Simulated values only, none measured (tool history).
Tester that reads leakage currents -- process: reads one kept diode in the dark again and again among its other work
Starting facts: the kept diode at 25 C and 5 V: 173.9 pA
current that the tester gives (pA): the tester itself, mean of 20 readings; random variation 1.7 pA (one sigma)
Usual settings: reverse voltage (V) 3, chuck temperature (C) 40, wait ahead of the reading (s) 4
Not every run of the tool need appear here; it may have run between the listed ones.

| run | day | reverse voltage (V) | chuck temperature (C) | wait ahead of the reading (s) | current that the tester gives (pA) |
|---|---|---|---|---|---|
| 1 | 0 | 3 | 40 | 4 | 545.2 |
|  | 0.671 | chuck's temperature calibrated |
| 2 | 4.375 | 3 | 51 | 4 | 1463.08 |
| 3 | 6.908 | 3 | 51 | 4 | 1460.15 |
| 4 | 9.512 | 3 | 51 | 4 | 1460.72 |
| 5 | 12.738 | 3 | 51 | 4 | 1444.46 |
| 6 | 15.279 | 3 | 51 | 4 | 1434.34 |
| 7 | 19.3 | 3 | 40 | 4 | 560.83 |
| 8 | 22.817 | 3 | 40 | 4 | 559.6 |
| 9 | 25.967 | 3 | 40 | 4 | 559.87 |
| 10 | 30.733 | 3 | 40 | 4 | 556.61 |
| 11 | 33.117 | 3 | 40 | 4 | 555.58 |
| 12 | 37.788 | 3 | 27 | 4 | 169.28 |
| 13 | 42.421 | 3 | 40 | 4 | 547.9 |
|  | 42.75 | tester calibrated |
| 14 | 47.317 | 1.53 | 25 | 3.09 | 104.81 |
|  | 51.492 | chuck's temperature calibrated |
| 15 | 51.783 | 8.06 | 25 | 3.09 | 231.96 |
| 16 | 55.4 | 8.06 | 25 | 3.09 | 229.87 |
| 17 | 59.962 | 1.9 | 25 | 0.92 | 124.3 |
| 18 | 65.029 | 3 | 30 | 1.77 | 238.75 |
|  | 69.292 | tester calibrated, once more |
| 19 | 69.85 | 10.68 | 33 | 4 | 520.71 |
| 20 | 72.879 | 10.68 | 33 | 4 | 517.95 |
| 21 | 75.204 | 18.39 | 33 | 4 | 654.67 |
| 22 | 78.95 | 18.39 | 33 | 4 | 653.06 |
| 23 | 83.662 | 18.39 | 43 | 4 | 1528.85 |
|  | 84.258 | probe card cleaned and baked |
| 24 | 87.779 | 1.5 | 21 | 0.81 | 70.28 |
| 25 | 92.588 | 1.43 | 40 | 2.77 | 409.61 |
| 26 | 95.612 | 1.43 | 40 | 2.77 | 411.06 |

4 options for the next run, each taken on its own from the tool as it stands now. Forecast them:
| A | 100.817 | 1.99 | 40 | 2.77 | ? |
| B | 100.817 | 3 | 45 | 1.57 | ? |
| C | 100.817 | 5.04 | 57 | 0.39 | ? |
| D | 100.817 | 1.03 | 30 | 7.08 | ? |

| run | current that the tester gives (pA) |
|---|---|
| A | 464.59 |
| B | 842.63 |
| C | 2790.23 |
| D | 143.58 |
Without the tool's unlogged condition, the same runs would have read:
| run | current that the tester gives (pA) |
|---|---|
| A | 485.76 |
| B | 879.88 |
| C | 2905.15 |
| D | 150.49 |

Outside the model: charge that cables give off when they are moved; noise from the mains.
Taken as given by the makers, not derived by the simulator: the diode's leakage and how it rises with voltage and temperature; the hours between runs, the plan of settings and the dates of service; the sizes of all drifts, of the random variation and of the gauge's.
